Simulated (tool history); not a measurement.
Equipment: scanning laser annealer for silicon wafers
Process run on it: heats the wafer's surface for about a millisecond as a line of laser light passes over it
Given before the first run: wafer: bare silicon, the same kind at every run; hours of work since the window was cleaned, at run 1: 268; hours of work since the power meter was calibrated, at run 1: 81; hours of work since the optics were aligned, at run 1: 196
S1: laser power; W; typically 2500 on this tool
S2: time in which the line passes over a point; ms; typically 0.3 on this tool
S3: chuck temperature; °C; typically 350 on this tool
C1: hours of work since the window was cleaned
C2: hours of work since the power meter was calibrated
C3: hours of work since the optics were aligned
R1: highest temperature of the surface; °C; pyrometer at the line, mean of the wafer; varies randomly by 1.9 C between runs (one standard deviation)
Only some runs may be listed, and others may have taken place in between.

| run | day | S1 | S2 | S3 | C1 | C2 | C3 | R1 |
|---|---|---|---|---|---|---|---|---|
| 1 | 0 | 2500 | 0.3 | 350 | 268 | 81 | 196 | 1116 |
| 2 | 0.329 | 2500 | 0.3 | 350 | 273 | 86 | 200 | 1117 |
| 3 | 0.733 | 2500 | 0.3 | 358 | 278 | 91 | 206 | 1124 |
| 4 | 1.267 | 2500 | 0.3 | 364 | 286 | 99 | 213 | 1130 |
| 5 | 1.721 | 2500 | 0.3 | 364 | 292 | 105 | 219 | 1133 |
| 6 | 2.062 | 2500 | 0.3 | 364 | 296 | 110 | 224 | 1131 |
| 7 | 2.392 | 2500 | 0.3 | 364 | 301 | 114 | 228 | 1132 |
| 8 | 2.925 | 2500 | 0.3 | 368 | 308 | 121 | 236 | 1133 |
| 9 | 3.308 | 2500 | 0.3 | 368 | 313 | 127 | 241 | 1135 |
| 10 | 3.704 | 2500 | 0.3 | 368 | 319 | 132 | 246 | 1136 |
| 11 | 4.154 | 2500 | 0.3 | 368 | 325 | 138 | 252 | 1131 |
| 12 | 4.438 | 2500 | 0.3 | 368 | 329 | 142 | 256 | 1134 |
| 13 | 4.846 | 2422 | 0.268 | 385 | 334 | 148 | 262 | 1074 |
| 14 | 5.258 | 2500 | 0.278 | 312 | 340 | 153 | 267 | 1047 |
|  | 5.421 | laser's power meter calibrated |
| 15 | 5.633 | 2500 | 0.307 | 338 | 343 | 3 | 271 | 1112 |
| 16 | 5.867 | 2500 | 0.307 | 338 | 347 | 6 | 274 | 1113 |
| 17 | 6.242 | 2150 | 0.309 | 348 | 352 | 11 | 279 | 984 |
| 18 | 6.646 | 2150 | 0.309 | 348 | 357 | 17 | 284 | 985 |
|  | 7.008 | laser's power meter calibrated, once more |
| 19 | 7.317 | 2326 | 0.331 | 370 | 365 | 4 | 292 | 1106 |
| 20 | 7.683 | 2720 | 0.22 | 370 | 370 | 9 | 297 | 1084 |
| 21 | 7.954 | 2720 | 0.232 | 364 | 373 | 13 | 301 | 1098 |

What if the next run were any one of these 5? Each begins from the tool's condition after run 21:
| A | 8.362 | 2500 | 0.331 | 350 | 379 | 18 | 306 | ? |
| B | 8.362 | 2663 | 0.219 | 311 | 379 | 18 | 306 | ? |
| C | 8.362 | 2407 | 0.246 | 350 | 379 | 18 | 306 | ? |
| D | 8.362 | 2720 | 0.263 | 319 | 379 | 18 | 306 | ? |
| E | 8.362 | 2153 | 0.232 | 364 | 379 | 18 | 306 | ? |

| run | R1 |
|---|---|
| A | 1154 |
| B | 1001 |
| C | 997 |
| D | 1105 |
| E | 901 |
With the hidden condition removed and each run's random variation left untouched, the same runs would have given:
| run | R1 |
|---|---|
| A | 1171 |
| B | 1016 |
| C | 1011 |
| D | 1122 |
| E | 913 |
